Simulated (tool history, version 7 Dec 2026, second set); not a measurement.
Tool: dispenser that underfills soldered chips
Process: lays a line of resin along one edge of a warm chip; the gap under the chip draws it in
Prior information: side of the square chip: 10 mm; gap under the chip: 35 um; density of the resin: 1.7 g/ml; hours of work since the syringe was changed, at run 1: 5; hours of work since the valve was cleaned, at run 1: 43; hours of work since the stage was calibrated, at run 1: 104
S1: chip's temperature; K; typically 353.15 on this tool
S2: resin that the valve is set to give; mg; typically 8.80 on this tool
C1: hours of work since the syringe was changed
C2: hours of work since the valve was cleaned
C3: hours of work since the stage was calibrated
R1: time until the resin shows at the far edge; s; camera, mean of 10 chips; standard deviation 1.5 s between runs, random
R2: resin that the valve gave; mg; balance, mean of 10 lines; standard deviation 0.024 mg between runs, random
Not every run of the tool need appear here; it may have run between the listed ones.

run,day,S1,S2,C1,C2,C3,R1,R2
1,0.000,353.15,8.80,5,43,104,227.6,8.63
# day 0.096: new syringe of resin
2,0.462,353.15,8.80,6,50,112,239.4,8.62
# day 0.538: new syringe of resin
# day 0.958: new syringe of resin
# day 1.133: dispensing valve cleaned and set on the balance
3,1.150,353.15,8.80,3,0,122,174.2,8.84
# day 1.429: new syringe of resin
# day 1.825: new syringe of resin
4,1.871,353.15,8.80,1,12,134,156.5,8.75
# day 2.233: new syringe of resin
5,2.538,353.15,8.80,5,23,145,218.0,8.74
# day 2.671: new syringe of resin
# day 3.108: new syringe of resin
6,3.233,353.15,8.80,2,34,156,175.3,8.71
# day 3.512: new syringe of resin
7,3.888,353.15,8.80,6,45,167,241.5,8.61
# day 3.971: new syringe of resin
# day 4.371: new syringe of resin
8,4.371,353.15,8.80,0,52,174,152.5,8.55
# day 4.821: new syringe of resin
# day 4.900: dispensing valve cleaned and set on the balance
9,5.033,353.15,8.80,3,2,184,180.3,8.76
# day 5.317: new syringe of resin
10,5.550,353.15,8.80,4,11,193,195.5,8.75
# day 5.708: new syringe of resin
# day 6.162: new syringe of resin
11,6.167,353.15,10.24,0,20,202,149.5,10.12
12,6.479,353.15,10.96,5,26,208,215.9,10.78
# day 6.588: new syringe of resin
# day 7.025: new syringe of resin
13,7.079,353.15,8.80,1,35,217,158.3,8.60
# day 7.429: new syringe of resin
# day 7.829: new syringe of resin
14,7.829,353.15,8.80,0,47,229,146.3,8.53
15,8.200,353.15,8.80,6,53,235,237.0,8.56
# day 8.275: new syringe of resin
# day 8.642: dispensing valve cleaned and set on the balance
16,8.654,353.15,8.80,6,0,242,220.0,8.81
# day 8.758: new syringe of resin
# day 9.162: new syringe of resin
17,9.217,353.15,8.80,1,9,251,158.1,8.78
18,9.525,353.15,8.80,6,14,256,229.6,8.73
# day 9.596: new syringe of resin
# day 10.000: new syringe of resin
19,10.017,359.15,8.24,0,22,264,120.3,8.14
# day 10.392: new syringe of resin
20,10.392,352.15,8.80,0,28,270,156.1,8.62
# day 10.817: new syringe of resin
21,10.825,353.15,8.41,0,35,277,157.8,8.26
# day 11.246: new syringe of resin
22,11.317,346.15,10.45,1,43,285,215.1,10.24
# day 11.683: new syringe of resin
23,11.683,368.15,9.44,0,49,291,80.2,9.21
# day 12.083: new syringe of resin
24,12.217,351.15,9.28,2,58,300,188.2,8.97
# day 12.396: dispensing valve cleaned and set on the balance
# day 12.550: new syringe of resin
25,12.821,351.15,9.28,5,7,309,223.5,9.27
# day 12.950: new syringe of resin
26,13.279,351.15,9.28,5,14,316,233.2,9.19
# day 13.354: new syringe of resin
# day 13.771: new syringe of resin
27,13.871,351.15,9.28,2,24,326,182.3,9.15
# day 14.175: new syringe of resin
28,14.467,365.15,8.63,5,33,335,129.7,8.45
# day 14.575: new syringe of resin
# day 14.988: new syringe of resin
29,15.204,364.15,9.76,4,45,347,119.6,9.52
# day 15.379: new syringe of resin
30,15.546,356.15,7.57,3,51,353,168.6,7.37
# day 15.771: new syringe of resin
31,15.858,361.15,8.00,1,56,358,121.0,7.74
# day 16.154: dispensing valve cleaned and set on the balance
# day 16.242: new syringe of resin
# day 16.488: stage's temperature calibrated
32,16.512,361.15,8.00,4,5,0,146.8,7.98

For some of the steps in R1 from one run to the next: how much would appear even if the tool had no hidden state, given the settings, what came in and random variation, and how much remains for the hidden state plus any gauge scatter that the measured result and the result without hidden state don't share?
Hidden state at play: resin's viscosity, % of fresh resin's; dose that the valve gives, % of what is set; true chip temperature over the reading, C; drift of the gauge itself on fill_s, %; drift of the gauge itself on given_mg, %.
Run 7 -> 8: new syringe of resin, new syringe of resin. R1 -89.0 s: hidden state -88.0, all else -1.0.
Run 14 -> 15: settings left as they were, no log entry in between. R1 +90.7 s: hidden state +87.0, all else +3.7.
Run 18 -> 19: S1 353.15 -> 359.15, S2 8.80 -> 8.24, new syringe of resin, new syringe of resin. R1 -109.3 s: hidden state -79.2, all else -30.1.
Run 22 -> 23: S1 346.15 -> 368.15, S2 10.45 -> 9.44, new syringe of resin. R1 -134.9 s: hidden state -16.7, all else -118.2.
Run 23 -> 24: S1 368.15 -> 351.15, S2 9.44 -> 9.28, new syringe of resin. R1 +108.0 s: hidden state +26.3, all else +81.7.

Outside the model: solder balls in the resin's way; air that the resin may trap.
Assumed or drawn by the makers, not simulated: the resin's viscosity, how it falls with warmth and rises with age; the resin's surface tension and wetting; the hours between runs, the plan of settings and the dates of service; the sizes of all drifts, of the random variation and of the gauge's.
